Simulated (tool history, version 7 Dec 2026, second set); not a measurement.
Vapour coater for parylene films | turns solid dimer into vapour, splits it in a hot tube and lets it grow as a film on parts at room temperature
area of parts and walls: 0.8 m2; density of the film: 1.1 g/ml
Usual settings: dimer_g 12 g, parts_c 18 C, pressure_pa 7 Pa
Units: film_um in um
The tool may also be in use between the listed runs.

run	hour	dimer_g	parts_c	pressure_pa	film_um
1	0.0	12	18	7	7.83
2	9.2	12	18	7	7.92
# hour 25.2: trap's valve overhauled
3	27.9	12	18	7	9.00
4	42.4	12	18	7	8.93
5	55.8	12	13	7	10.40
6	64.1	12	13	7	10.42
7	72.6	12	13	7	10.31

Forecast run 8:
8	82.2	12	13	7	?

{"run 8": {"film_um": 10.3}}
Without the tool's hidden state the same run would have given film_um 10.59 um.
